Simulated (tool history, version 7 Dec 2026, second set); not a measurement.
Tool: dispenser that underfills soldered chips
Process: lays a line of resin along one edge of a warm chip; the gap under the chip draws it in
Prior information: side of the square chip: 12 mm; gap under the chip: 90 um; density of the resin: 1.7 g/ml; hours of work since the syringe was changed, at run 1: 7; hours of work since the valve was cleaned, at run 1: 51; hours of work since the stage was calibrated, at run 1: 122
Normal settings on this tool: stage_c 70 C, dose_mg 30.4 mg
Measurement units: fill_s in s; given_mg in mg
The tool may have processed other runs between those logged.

run   hour  stage_c  dose_mg  hours of work since the syringe was changed  hours of work since the valve was cleaned  hours of work since the stage was calibrated  fill_s  given_mg
  1    0.0       70     30.4                                            7                                         51                                           122   113.7     29.09
       1.9  -- new syringe of resin
  2    9.2       70     30.4                                            5                                         57                                           127    94.5     28.51
  3   13.6       70     30.4                                            7                                         59                                           130   112.8     28.59
      15.5  -- new syringe of resin
  4   24.1       70     30.4                                            5                                         66                                           136   100.2     28.40
      29.2  -- new syringe of resin
  5   29.8       70     32.1                                            0                                         69                                           139    67.6     29.99
  6   36.6       70     37.1                                            5                                         73                                           144    90.4     34.40
      42.7  -- new syringe of resin
  7   45.9       70     26.9                                            2                                         79                                           149    83.7     24.81
  8   54.9       70     26.9                                            8                                         85                                           155   121.9     24.59
      56.1  -- new syringe of resin
  9   64.6       70     30.4                                            5                                         90                                           161   102.3     27.54
      69.3  -- new syringe of resin
 10   74.1       74     30.4                                            3                                         96                                           166    71.5     27.57
 11   80.7       74     30.4                                            7                                        100                                           170    94.2     27.21
      83.1  -- new syringe of resin
 12   87.6       81     30.4                                            3                                        104                                           175    51.2     27.28
 13   93.4       81     30.4                                            6                                        108                                           178    65.6     27.17
      96.4  -- new syringe of resin
 14  102.8       81     30.4                                            4                                        113                                           184    54.8     27.06
     110.1  -- new syringe of resin
 15  112.6       70     30.4                                            2                                        119                                           190    77.1     26.91
 16  116.8       70     30.4                                            4                                        122                                           192    91.9     26.83
     123.5  -- new syringe of resin
 17  123.9       70     30.4                                            0                                        126                                           197    68.7     26.85
 18  129.7       63     30.4                                            4                                        130                                           200   121.7     26.35
     136.8  -- new syringe of resin
 19  136.8       63     30.4                                            0                                        134                                           204    93.6     26.42
     147.3  -- dispensing valve cleaned and set on the balance
 20  147.3       76     30.4                                            6                                          0                                           210    73.9     30.36
     151.2  -- new syringe of resin
 21  152.0       79     33.3                                            1                                          3                                           213    45.1     33.49
 22  161.5       83     26.4                                            6                                          9                                           219    61.8     26.20
     165.2  -- new syringe of resin
 23  169.7       74     32.2                                            3                                         14                                           224    65.6     32.14
     178.7  -- new syringe of resin
 24  180.0       70     36.3                                            1                                         20                                           230    68.5     35.98
 25  189.8       77     36.3                                            7                                         26                                           236    74.1     35.64
     192.7  -- new syringe of resin
 26  198.7       66     27.2                                            4                                         31                                           241   109.1     26.43
     206.1  -- new syringe of resin
 27  209.0       66     27.2                                            2                                         37                                           248    92.1     26.38
 28  214.2       58     27.2                                            5                                         41                                           251   170.9     26.33
     219.7  -- new syringe of resin
 29  223.3       60     39.3                                            2                                         46                                           256   119.3     37.88
 30  227.7       63     28.5                                            5                                         49                                           259   131.9     27.30
     233.3  -- new syringe of resin
 31  233.8       82     35.9                                            0                                         52                                           263    37.5     34.37
 32  238.4       76     29.5                                            3                                         55                                           265    62.9     28.27
     246.5  -- new syringe of resin
 33  247.6       70     35.6                                            1                                         61                                           271    66.5     33.55
 34  252.0       73     35.9                                            3                                         63                                           274    69.4     34.04
 35  257.2       76     28.4                                            7                                         67                                           277    81.1     26.54
     259.7  -- new syringe of resin
 36  262.8       78     37.5                                            2                                         70                                           280    49.5     35.08

Alternative continuations, all from the tool just after run 36; predict every row:
  A  269.7       84     34.8                                            6                                         74                                           285       ?         ?
  B  269.7       56     34.0                                            6                                         74                                           285       ?         ?
  C  269.7       70     30.7                                            6                                         74                                           285       ?         ?
  D  269.7       74     25.9                                            6                                         74                                           285       ?         ?

run  fill_s  given_mg
  A    51.7     32.49
  B   191.8     31.94
  C    99.1     28.83
  D    88.9     24.08
The same runs, with their run-to-run variation unchanged, on a tool lacking any hidden condition would have given:
run  fill_s  given_mg
  A    36.6     34.71
  B   137.5     34.13
  C    70.1     30.81
  D    61.9     25.73
